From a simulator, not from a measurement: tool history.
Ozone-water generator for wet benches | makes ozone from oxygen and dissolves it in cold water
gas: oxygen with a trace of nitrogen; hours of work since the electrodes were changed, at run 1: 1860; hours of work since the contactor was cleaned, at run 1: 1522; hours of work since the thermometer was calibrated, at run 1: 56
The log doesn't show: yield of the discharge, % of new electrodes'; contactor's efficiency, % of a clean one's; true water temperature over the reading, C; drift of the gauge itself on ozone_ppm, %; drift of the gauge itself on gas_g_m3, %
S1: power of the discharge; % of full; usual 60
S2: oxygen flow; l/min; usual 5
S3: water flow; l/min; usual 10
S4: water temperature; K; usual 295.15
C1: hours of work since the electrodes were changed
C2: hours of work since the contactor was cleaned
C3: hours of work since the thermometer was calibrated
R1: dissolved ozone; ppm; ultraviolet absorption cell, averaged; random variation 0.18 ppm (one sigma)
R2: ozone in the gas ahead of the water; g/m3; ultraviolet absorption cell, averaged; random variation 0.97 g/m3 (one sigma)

run 1 hour=0 | S1=60 S2=5 S3=10 S4=295.15 | C1=1860 C2=1522 C3=56 | R1=23.3 R2=160.7
run 2 hour=104.8 | S1=60 S2=5 S3=10 S4=295.15 | C1=1963 C2=1626 C3=160 | R1=23.2 R2=157.8
run 3 hour=171.3 | S1=60 S2=8.1 S3=10 S4=295.15 | C1=2029 C2=1691 C3=226 | R1=20.8 R2=122.9
run 4 hour=284.7 | S1=60 S2=5 S3=10 S4=295.15 | C1=2141 C2=1804 C3=338 | R1=23.1 R2=158.9
run 5 hour=344.8 | S1=50 S2=5 S3=10 S4=295.15 | C1=2201 C2=1863 C3=397 | R1=19.9 R2=136.8
run 6 hour=417.4 | S1=60 S2=5 S3=10 S4=295.15 | C1=2273 C2=1935 C3=469 | R1=23.1 R2=159
run 7 hour=510.8 | S1=60 S2=7.29 S3=10 S4=295.15 | C1=2365 C2=2027 C3=562 | R1=21.3 R2=129.7
run 8 hour=569.9 | S1=60 S2=7.29 S3=10 S4=295.15 | C1=2424 C2=2086 C3=620 | R1=21.4 R2=128.5
run 9 hour=669.3 | S1=60 S2=5 S3=10 S4=294.15 | C1=2522 C2=2184 C3=719 | R1=23.1 R2=156.4
run 10 hour=752.7 | S1=60 S2=5 S3=10 S4=294.15 | C1=2605 C2=2267 C3=801 | R1=23.1 R2=156.9
-- hour=807.7 contactor cleaned
run 11 hour=860.2 | S1=60 S2=6.7 S3=10 S4=295.15 | C1=2707 C2=52 C3=904 | R1=22.1 R2=135
run 12 hour=947.6 | S1=60 S2=6.7 S3=10 S4=295.15 | C1=2794 C2=139 C3=990 | R1=22.1 R2=134.8
run 13 hour=1020.3 | S1=60 S2=6.7 S3=10 S4=295.15 | C1=2866 C2=211 C3=1062 | R1=21.9 R2=134
run 14 hour=1112.4 | S1=60 S2=6.7 S3=10 S4=293.15 | C1=2957 C2=302 C3=1153 | R1=23 R2=134.8
run 15 hour=1205.1 | S1=60 S2=6.7 S3=10 S4=293.15 | C1=3049 C2=394 C3=1245 | R1=23.1 R2=132.7
run 16 hour=1261.5 | S1=60 S2=6.7 S3=10 S4=293.15 | C1=3105 C2=449 C3=1301 | R1=22.6 R2=134.2
run 17 hour=1326.9 | S1=54 S2=6.7 S3=9 S4=293.15 | C1=3169 C2=514 C3=1366 | R1=21.8 R2=122.9
run 18 hour=1375.9 | S1=54 S2=4.18 S3=14 S4=293.15 | C1=3218 C2=563 C3=1414 | R1=18.6 R2=157.1
run 19 hour=1436.7 | S1=60 S2=5 S3=7 S4=295.15 | C1=3278 C2=623 C3=1475 | R1=26.6 R2=154.2
run 20 hour=1505.1 | S1=81 S2=7.41 S3=10 S4=291.15 | C1=3346 C2=691 C3=1542 | R1=29.4 R2=161.4
run 21 hour=1603.7 | S1=81 S2=7.41 S3=10 S4=291.15 | C1=3443 C2=788 C3=1640 | R1=28.9 R2=158.9
run 22 hour=1662.7 | S1=81 S2=7.41 S3=13 S4=291.15 | C1=3502 C2=847 C3=1698 | R1=26.2 R2=158.3
run 23 hour=1760.2 | S1=54 S2=7.41 S3=13 S4=291.15 | C1=3598 C2=943 C3=1795 | R1=18.8 R2=115.1
run 24 hour=1824.8 | S1=60 S2=6.63 S3=10 S4=295.15 | C1=3662 C2=1007 C3=1859 | R1=21.5 R2=131.8
run 25 hour=1933.5 | S1=60 S2=6.63 S3=10 S4=295.15 | C1=3770 C2=1115 C3=1966 | R1=21.3 R2=130.6
run 26 hour=2040.8 | S1=60 S2=6.63 S3=10 S4=295.15 | C1=3876 C2=1221 C3=2073 | R1=21.2 R2=132
run 27 hour=2090.7 | S1=60 S2=6.63 S3=10 S4=295.15 | C1=3926 C2=1270 C3=2122 | R1=21.4 R2=129.7
run 28 hour=2166 | S1=60 S2=6.63 S3=10 S4=295.15 | C1=4000 C2=1345 C3=2197 | R1=21.2 R2=131.1
run 29 hour=2243.3 | S1=60 S2=6.63 S3=10 S4=295.15 | C1=4077 C2=1422 C3=2273 | R1=21 R2=130.9
run 30 hour=2342 | S1=60 S2=6.63 S3=10 S4=295.15 | C1=4175 C2=1519 C3=2371 | R1=21.1 R2=130
run 31 hour=2450 | S1=73 S2=2.61 S3=10 S4=295.15 | C1=4281 C2=1626 C3=2478 | R1=26.8 R2=246
run 32 hour=2522.6 | S1=98 S2=7.32 S3=10 S4=288.15 | C1=4353 C2=1698 C3=2550 | R1=34.4 R2=182.6

3 ways to go on from here, each from the tool as it stands after run 32. What would each give?
run A hour=2598.3 | S1=60 S2=5 S3=10 S4=301.15 | C1=4428 C2=1773 C3=2625 | R1=? R2=?
run B hour=2598.3 | S1=60 S2=5.11 S3=8 S4=295.15 | C1=4428 C2=1773 C3=2625 | R1=? R2=?
run C hour=2598.3 | S1=77 S2=8.03 S3=12 S4=288.15 | C1=4428 C2=1773 C3=2625 | R1=? R2=?

run=A R1=19.3 R2=150.9
run=B R1=23.8 R2=148.8
run=C R1=25.7 R2=142.4
Without the tool's hidden state the same runs would have given:
run=A R1=22.2 R2=167.6
run=B R1=27.3 R2=165.4
run=C R1=30.4 R2=162.3

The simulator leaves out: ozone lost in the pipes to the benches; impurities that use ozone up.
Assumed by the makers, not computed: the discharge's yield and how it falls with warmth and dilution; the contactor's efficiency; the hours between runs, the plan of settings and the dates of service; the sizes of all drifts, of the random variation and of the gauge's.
